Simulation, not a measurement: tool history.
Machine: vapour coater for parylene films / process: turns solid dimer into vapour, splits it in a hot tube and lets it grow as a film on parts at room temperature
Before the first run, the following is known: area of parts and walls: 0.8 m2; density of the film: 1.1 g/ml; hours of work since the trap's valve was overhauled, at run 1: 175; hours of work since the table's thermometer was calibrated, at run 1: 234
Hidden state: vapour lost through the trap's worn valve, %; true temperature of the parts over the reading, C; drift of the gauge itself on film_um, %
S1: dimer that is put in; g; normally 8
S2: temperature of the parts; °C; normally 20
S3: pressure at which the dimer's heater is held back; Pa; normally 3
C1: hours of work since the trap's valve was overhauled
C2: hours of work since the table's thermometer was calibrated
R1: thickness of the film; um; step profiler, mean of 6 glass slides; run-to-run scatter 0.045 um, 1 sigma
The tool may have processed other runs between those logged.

Run 1, hour 0: usual settings; C1 175; C2 234. Result: R1 5 um.
Run 2, hour 24.8: usual settings; C1 185; C2 244. Result: R1 5.1 um.
Run 3, hour 49.3: usual settings; C1 195; C2 254. Result: R1 5.09 um.
Run 4, hour 66.9: usual settings; C1 203; C2 261. Result: R1 5.03 um.
Run 5, hour 90.8: usual settings; C1 212; C2 271. Result: R1 5.18 um.
At hour 98.7: trap's valve overhauled.
Run 6, hour 120.9: usual settings; C1 9; C2 281. Result: R1 5.12 um.
Run 7, hour 142.3: usual settings; C1 18; C2 290. Result: R1 5.12 um.
Run 8, hour 173: usual settings; C1 30; C2 303. Result: R1 5.11 um.
Run 9, hour 201.4: usual settings but S2 24 °C; C1 42; C2 314. Result: R1 4.38 um.
Run 10, hour 216.2: usual settings; C1 48; C2 320. Result: R1 5.02 um.
Run 11, hour 244.3: usual settings; C1 60; C2 332. Result: R1 5.08 um.
Run 12, hour 262.5: usual settings but S1 14 g; C1 67; C2 339. Result: R1 9.06 um.
Run 13, hour 281.7: usual settings but S2 22 °C; C1 75; C2 347. Result: R1 4.74 um.
Run 14, hour 312.6: usual settings but S2 22 °C; C1 87; C2 360. Result: R1 4.8 um.
Run 15, hour 336.4: usual settings but S2 22 °C; C1 97; C2 370. Result: R1 4.72 um.
Run 16, hour 357.7: usual settings but S2 26 °C; C1 106; C2 378. Result: R1 4.11 um.
Run 17, hour 387.9: usual settings; C1 118; C2 391. Result: R1 5.11 um.
Run 18, hour 402.4: usual settings; C1 124; C2 396. Result: R1 5.12 um.
Run 19, hour 417: usual settings but S3 3.98 Pa; C1 130; C2 402. Result: R1 4.91 um.
Run 20, hour 441.2: usual settings but S3 3.98 Pa; C1 140; C2 412. Result: R1 4.82 um.
Run 21, hour 466.8: usual settings but S3 3.98 Pa; C1 150; C2 423. Result: R1 4.87 um.
Run 22, hour 498.2: usual settings but S3 3.98 Pa; C1 163; C2 436. Result: R1 4.9 um.
Run 23, hour 514: usual settings but S3 3.98 Pa; C1 170; C2 442. Result: R1 4.99 um.
Run 24, hour 544.7: usual settings but S3 9.14 Pa; C1 182; C2 455. Result: R1 4.42 um.
Run 25, hour 558.3: usual settings but S1 5 g, S2 19 °C, S3 5.42 Pa; C1 188; C2 460. Result: R1 3.02 um.
Run 26, hour 581.1: usual settings but S1 10 g, S2 27 °C, S3 7.21 Pa; C1 197; C2 470. Result: R1 4.46 um.
Run 27, hour 613.1: usual settings but S1 6 g, S2 27 °C, S3 6.65 Pa; C1 210; C2 483. Result: R1 2.65 um.
At hour 627: trap's valve overhauled.
Run 28, hour 638.2: usual settings but S1 6 g, S2 27 °C, S3 6.65 Pa; C1 5; C2 491. Result: R1 2.7 um.
Run 29, hour 667.9: usual settings but S1 6 g, S2 27 °C, S3 6.65 Pa; C1 17; C2 503. Result: R1 2.71 um.
Run 30, hour 684.3: usual settings but S1 6 g, S2 27 °C, S3 6.65 Pa; C1 23; C2 510. Result: R1 2.75 um.
Run 31, hour 697.8: usual settings but S1 14 g, S2 15 °C, S3 2.06 Pa; C1 29; C2 516. Result: R1 11.13 um.
Run 32, hour 730: usual settings but S1 7 g, S2 28 °C, S3 3.53 Pa; C1 42; C2 529. Result: R1 3.24 um.
Run 33, hour 755.5: usual settings but S1 7 g, S2 28 °C, S3 3.53 Pa; C1 53; C2 539. Result: R1 3.29 um.
Run 34, hour 783.3: usual settings but S1 3 g, S2 17 °C, S3 3.53 Pa; C1 64; C2 550. Result: R1 2.05 um.
Run 35, hour 810.9: usual settings but S2 18 °C; C1 75; C2 562. Result: R1 5.51 um.
Run 36, hour 840.1: usual settings but S1 3 g, S2 29 °C; C1 87; C2 574. Result: R1 1.38 um.
Run 37, hour 869.1: usual settings but S1 3 g, S2 22 °C; C1 99; C2 586. Result: R1 1.79 um.
Run 38, hour 901.2: usual settings but S1 6 g; C1 112; C2 599. Result: R1 3.87 um.
Run 39, hour 917.2: usual settings but S1 13 g, S2 21 °C, S3 7.52 Pa; C1 119; C2 605. Result: R1 7.13 um.
Run 40, hour 945.9: usual settings but S1 13 g, S2 21 °C, S3 7.52 Pa; C1 130; C2 617. Result: R1 7.13 um.
Run 41, hour 968.9: usual settings but S1 13 g, S2 21 °C, S3 7.52 Pa; C1 140; C2 626. Result: R1 7.07 um.
Run 42, hour 999.1: usual settings but S1 4 g, S2 27 °C, S3 5.54 Pa; C1 152; C2 639. Result: R1 1.82 um.
Run 43, hour 1013.6: usual settings but S1 7 g, S2 14 °C, S3 5.55 Pa; C1 158; C2 645. Result: R1 5.21 um.
Run 44, hour 1036.9: usual settings but S1 7 g, S2 14 °C, S3 5.55 Pa; C1 167; C2 654. Result: R1 5.11 um.
Run 45, hour 1066.1: usual settings but S1 7 g, S3 3.99 Pa; C1 179; C2 666. Result: R1 4.32 um.
Run 46, hour 1092: usual settings but S2 14 °C; C1 190; C2 677. Result: R1 6.32 um.
Run 47, hour 1108.3: usual settings but S1 4 g, S2 21 °C; C1 197; C2 683. Result: R1 2.44 um.

What differs in the tool's unlogged condition from the final listed run ahead of each entry between runs to the first listed run following it?
Between runs 5 and 6: trap's valve overhauled (hour 98.7)
  vapour lost through the trap's worn valve, %: 0.9 -> 0.1
Between runs 27 and 28: trap's valve overhauled (hour 627)
  vapour lost through the trap's worn valve, %: 0.8 -> 0

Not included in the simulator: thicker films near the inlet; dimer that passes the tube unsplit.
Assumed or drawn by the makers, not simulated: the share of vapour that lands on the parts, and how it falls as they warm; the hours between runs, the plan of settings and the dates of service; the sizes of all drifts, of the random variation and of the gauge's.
